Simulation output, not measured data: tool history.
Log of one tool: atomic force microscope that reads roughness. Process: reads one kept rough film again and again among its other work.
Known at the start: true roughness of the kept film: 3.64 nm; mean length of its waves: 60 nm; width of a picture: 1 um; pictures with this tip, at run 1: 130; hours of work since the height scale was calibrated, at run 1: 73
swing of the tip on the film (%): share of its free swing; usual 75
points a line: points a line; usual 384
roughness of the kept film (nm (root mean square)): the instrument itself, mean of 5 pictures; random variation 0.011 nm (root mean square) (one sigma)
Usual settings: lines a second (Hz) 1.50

run   hour  lines a second (Hz)  swing of the tip on the film (%)  points a line  pictures with this tip  hours of work since the height scale was calibrated  roughness of the kept film (nm (root mean square))
  1    0.0                 1.50                                75            384                     130                                                   73                                               3.252
  2   20.3                 1.50                                75            384                     158                                                   84                                               3.245
  3   38.5                 1.50                                75            384                     182                                                   94                                               3.210
  4   62.6                 1.50                                75            384                     215                                                  106                                               3.222
  5   72.5                 1.50                                75            384                     228                                                  112                                               3.237
  6   90.0                 1.50                                75            384                     251                                                  121                                               3.216
  7  109.6                 1.50                                67            384                     278                                                  132                                               3.300
     111.8  -- height scale calibrated on a step standard
  8  135.1                 1.50                                67            384                     311                                                   12                                               3.314
  9  145.8                 1.50                                75            384                     325                                                   18                                               3.202
 10  165.7                 1.50                                75            384                     352                                                   29                                               3.204
 11  177.1                 1.50                                75            384                     367                                                   35                                               3.201
     182.9  -- new tip fitted
 12  190.4                 1.50                                75            384                      10                                                   42                                               3.272
 13  210.7                 1.50                                75            384                      38                                                   53                                               3.273
     217.1  -- height scale calibrated on a step standard, once more
 14  232.5                 2.10                                66            407                      66                                                    8                                               3.288
 15  246.1                 1.50                                75            907                      84                                                   15                                               3.240
 16  263.9                 1.50                                64            355                     108                                                   25                                               3.372
 17  281.3                 1.50                                64            355                     131                                                   34                                               3.353
 18  305.8                 0.64                                83            519                     164                                                   47                                               3.327
 19  318.2                 1.50                                59            736                     181                                                   54                                               3.416
 20  330.0                 1.50                                59            736                     197                                                   60                                               3.401
 21  341.1                 2.75                                75            774                     212                                                   66                                               3.030
 22  363.7                 1.88                                72            384                     242                                                   78                                               3.218
 23  387.1                 1.88                                72            384                     273                                                   91                                               3.209
 24  411.5                 1.65                                79            325                     306                                                  104                                               3.126
 25  434.0                 0.73                                72            439                     336                                                  116                                               3.364

The same runs without the tool's hidden state, with the same run-to-run variation:
The hidden state here: radius of the tip, nm; height scale over the true one, %; drift of the gauge itself on roughness_nm, %.
run  roughness of the kept film (nm (root mean square))
  1                                               3.286
  2                                               3.284
  3                                               3.253
  4                                               3.273
  5                                               3.290
  6                                               3.273
  7                                               3.364
  8                                               3.383
  9                                               3.270
 10                                               3.278
 11                                               3.278
 12                                               3.268
 13                                               3.275
 14                                               3.307
 15                                               3.263
 16                                               3.400
 17                                               3.386
 18                                               3.367
 19                                               3.461
 20                                               3.449
 21                                               3.075
 22                                               3.273
 23                                               3.270
 24                                               3.192
 25                                               3.441

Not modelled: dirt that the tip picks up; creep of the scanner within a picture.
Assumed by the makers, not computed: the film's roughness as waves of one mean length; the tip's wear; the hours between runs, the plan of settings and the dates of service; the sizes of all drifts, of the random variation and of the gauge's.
